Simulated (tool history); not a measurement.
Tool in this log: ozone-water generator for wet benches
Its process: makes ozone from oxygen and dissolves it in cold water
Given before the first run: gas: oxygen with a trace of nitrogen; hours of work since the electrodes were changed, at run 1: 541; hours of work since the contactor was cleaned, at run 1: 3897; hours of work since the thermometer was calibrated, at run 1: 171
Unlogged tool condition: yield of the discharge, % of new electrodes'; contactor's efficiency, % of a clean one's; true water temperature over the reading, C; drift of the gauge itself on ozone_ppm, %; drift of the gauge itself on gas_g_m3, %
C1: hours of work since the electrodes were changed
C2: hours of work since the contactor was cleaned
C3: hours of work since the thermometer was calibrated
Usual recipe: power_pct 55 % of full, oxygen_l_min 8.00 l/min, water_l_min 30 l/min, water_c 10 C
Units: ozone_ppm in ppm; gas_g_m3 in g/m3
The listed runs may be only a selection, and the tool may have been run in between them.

{"run": 1, "day": 0.0, "power_pct": 55, "oxygen_l_min": 8.0, "water_l_min": 30, "water_c": 10, "C1": 541, "C2": 3897, "C3": 171, "ozone_ppm": 15.3, "gas_g_m3": 148.5}
{"run": 2, "day": 7.562, "power_pct": 55, "oxygen_l_min": 8.0, "water_l_min": 30, "water_c": 10, "C1": 684, "C2": 4041, "C3": 314, "ozone_ppm": 15.1, "gas_g_m3": 148.0}
{"run": 3, "day": 14.658, "power_pct": 55, "oxygen_l_min": 8.0, "water_l_min": 30, "water_c": 10, "C1": 819, "C2": 4176, "C3": 449, "ozone_ppm": 15.0, "gas_g_m3": 147.5}
{"run": 4, "day": 21.642, "power_pct": 55, "oxygen_l_min": 8.0, "water_l_min": 30, "water_c": 10, "C1": 952, "C2": 4308, "C3": 582, "ozone_ppm": 15.1, "gas_g_m3": 148.4}
{"run": 5, "day": 27.796, "power_pct": 55, "oxygen_l_min": 8.0, "water_l_min": 30, "water_c": 10, "C1": 1069, "C2": 4425, "C3": 699, "ozone_ppm": 14.8, "gas_g_m3": 147.4}
{"run": 6, "day": 31.704, "power_pct": 55, "oxygen_l_min": 8.0, "water_l_min": 30, "water_c": 10, "C1": 1143, "C2": 4499, "C3": 773, "ozone_ppm": 14.9, "gas_g_m3": 146.0}
{"run": 7, "day": 35.396, "power_pct": 53, "oxygen_l_min": 8.0, "water_l_min": 30, "water_c": 10, "C1": 1213, "C2": 4569, "C3": 843, "ozone_ppm": 14.6, "gas_g_m3": 142.8}
{"run": 8, "day": 41.417, "power_pct": 55, "oxygen_l_min": 8.0, "water_l_min": 30, "water_c": 8, "C1": 1327, "C2": 4684, "C3": 957, "ozone_ppm": 15.1, "gas_g_m3": 145.3}
{"run": 9, "day": 46.575, "power_pct": 55, "oxygen_l_min": 8.0, "water_l_min": 30, "water_c": 8, "C1": 1425, "C2": 4782, "C3": 1055, "ozone_ppm": 15.3, "gas_g_m3": 144.5}
{"run": 10, "day": 54.371, "power_pct": 55, "oxygen_l_min": 8.0, "water_l_min": 30, "water_c": 8, "C1": 1573, "C2": 4930, "C3": 1203, "ozone_ppm": 14.9, "gas_g_m3": 144.5}
{"run": 11, "day": 57.721, "power_pct": 55, "oxygen_l_min": 8.0, "water_l_min": 44, "water_c": 10, "C1": 1637, "C2": 4993, "C3": 1267, "ozone_ppm": 10.3, "gas_g_m3": 145.9}
{"day": 58.654, "done": "contactor cleaned"}
{"run": 12, "day": 65.767, "power_pct": 55, "oxygen_l_min": 8.0, "water_l_min": 44, "water_c": 10, "C1": 1786, "C2": 135, "C3": 1416, "ozone_ppm": 9.5, "gas_g_m3": 145.4}
{"run": 13, "day": 69.425, "power_pct": 55, "oxygen_l_min": 8.0, "water_l_min": 44, "water_c": 10, "C1": 1856, "C2": 204, "C3": 1486, "ozone_ppm": 9.5, "gas_g_m3": 146.2}
{"day": 70.717, "done": "contactor cleaned, once more"}
{"run": 14, "day": 77.333, "power_pct": 55, "oxygen_l_min": 8.0, "water_l_min": 44, "water_c": 10, "C1": 2003, "C2": 126, "C3": 1633, "ozone_ppm": 10.9, "gas_g_m3": 145.5}
{"run": 15, "day": 85.242, "power_pct": 55, "oxygen_l_min": 8.0, "water_l_min": 44, "water_c": 10, "C1": 2153, "C2": 276, "C3": 1783, "ozone_ppm": 10.7, "gas_g_m3": 144.6}
{"run": 16, "day": 91.15, "power_pct": 55, "oxygen_l_min": 8.0, "water_l_min": 44, "water_c": 10, "C1": 2265, "C2": 388, "C3": 1895, "ozone_ppm": 10.7, "gas_g_m3": 144.9}
{"run": 17, "day": 95.033, "power_pct": 55, "oxygen_l_min": 8.0, "water_l_min": 44, "water_c": 10, "C1": 2339, "C2": 462, "C3": 1969, "ozone_ppm": 10.7, "gas_g_m3": 144.1}
{"run": 18, "day": 101.308, "power_pct": 53, "oxygen_l_min": 11.6, "water_l_min": 38, "water_c": 8, "C1": 2458, "C2": 581, "C3": 2088, "ozone_ppm": 12.9, "gas_g_m3": 114.7}
{"run": 19, "day": 108.133, "power_pct": 53, "oxygen_l_min": 11.6, "water_l_min": 38, "water_c": 8, "C1": 2587, "C2": 710, "C3": 2218, "ozone_ppm": 12.8, "gas_g_m3": 116.8}
{"run": 20, "day": 114.029, "power_pct": 54, "oxygen_l_min": 4.93, "water_l_min": 21, "water_c": 15, "C1": 2699, "C2": 822, "C3": 2330, "ozone_ppm": 18.5, "gas_g_m3": 183.7}
{"run": 21, "day": 121.2, "power_pct": 54, "oxygen_l_min": 4.93, "water_l_min": 21, "water_c": 15, "C1": 2836, "C2": 958, "C3": 2466, "ozone_ppm": 18.5, "gas_g_m3": 182.5}
{"run": 22, "day": 125.638, "power_pct": 54, "oxygen_l_min": 4.93, "water_l_min": 21, "water_c": 15, "C1": 2920, "C2": 1043, "C3": 2550, "ozone_ppm": 18.8, "gas_g_m3": 180.8}
{"run": 23, "day": 129.938, "power_pct": 55, "oxygen_l_min": 8.0, "water_l_min": 30, "water_c": 16, "C1": 3001, "C2": 1124, "C3": 2632, "ozone_ppm": 14.0, "gas_g_m3": 141.8}
{"run": 24, "day": 135.65, "power_pct": 55, "oxygen_l_min": 8.0, "water_l_min": 30, "water_c": 16, "C1": 3110, "C2": 1233, "C3": 2740, "ozone_ppm": 14.0, "gas_g_m3": 143.2}
{"run": 25, "day": 139.3, "power_pct": 55, "oxygen_l_min": 8.0, "water_l_min": 30, "water_c": 16, "C1": 3179, "C2": 1302, "C3": 2809, "ozone_ppm": 13.8, "gas_g_m3": 141.0}
{"day": 140.121, "done": "water thermometer calibrated"}
{"run": 26, "day": 143.592, "power_pct": 96, "oxygen_l_min": 8.0, "water_l_min": 30, "water_c": 8, "C1": 3260, "C2": 1383, "C3": 66, "ozone_ppm": 22.6, "gas_g_m3": 204.9}
{"run": 27, "day": 148.488, "power_pct": 93, "oxygen_l_min": 8.0, "water_l_min": 30, "water_c": 17, "C1": 3353, "C2": 1476, "C3": 159, "ozone_ppm": 19.4, "gas_g_m3": 200.1}
{"run": 28, "day": 155.208, "power_pct": 54, "oxygen_l_min": 13.9, "water_l_min": 33, "water_c": 14, "C1": 3481, "C2": 1604, "C3": 286, "ozone_ppm": 13.0, "gas_g_m3": 104.4}
{"run": 29, "day": 161.904, "power_pct": 56, "oxygen_l_min": 5.72, "water_l_min": 29, "water_c": 12, "C1": 3608, "C2": 1731, "C3": 414, "ozone_ppm": 14.8, "gas_g_m3": 170.3}
{"run": 30, "day": 165.262, "power_pct": 56, "oxygen_l_min": 5.72, "water_l_min": 29, "water_c": 12, "C1": 3672, "C2": 1795, "C3": 477, "ozone_ppm": 14.9, "gas_g_m3": 170.5}
{"run": 31, "day": 172.392, "power_pct": 56, "oxygen_l_min": 5.72, "water_l_min": 29, "water_c": 12, "C1": 3807, "C2": 1930, "C3": 613, "ozone_ppm": 14.5, "gas_g_m3": 169.2}
{"run": 32, "day": 178.733, "power_pct": 54, "oxygen_l_min": 5.72, "water_l_min": 29, "water_c": 5, "C1": 3928, "C2": 2050, "C3": 733, "ozone_ppm": 15.1, "gas_g_m3": 164.8}

Some steps in ozone_ppm between neighbouring runs. How much of each would the tool show without its hidden state too (settings, what came in, random variation), and how much is left for the hidden state, with any gauge scatter that isn't in both results?
Run 13 -> 14: contactor cleaned, once more. ozone_ppm +1.4 ppm: hidden state +1.4, all else +0.0.
Run 19 -> 20: power_pct 53 -> 54, oxygen_l_min 11.60 -> 4.93, water_l_min 38 -> 21, water_c 8 -> 15. ozone_ppm +5.7 ppm: hidden state -0.4, all else +6.1.
Run 25 -> 26: power_pct 55 -> 96, water_c 16 -> 8, water thermometer calibrated. ozone_ppm +8.8 ppm: hidden state -1.3, all else +10.1.
Run 27 -> 28: power_pct 93 -> 54, oxygen_l_min 8.00 -> 13.90, water_l_min 30 -> 33, water_c 17 -> 14. ozone_ppm -6.4 ppm: hidden state +1.0, all else -7.4.

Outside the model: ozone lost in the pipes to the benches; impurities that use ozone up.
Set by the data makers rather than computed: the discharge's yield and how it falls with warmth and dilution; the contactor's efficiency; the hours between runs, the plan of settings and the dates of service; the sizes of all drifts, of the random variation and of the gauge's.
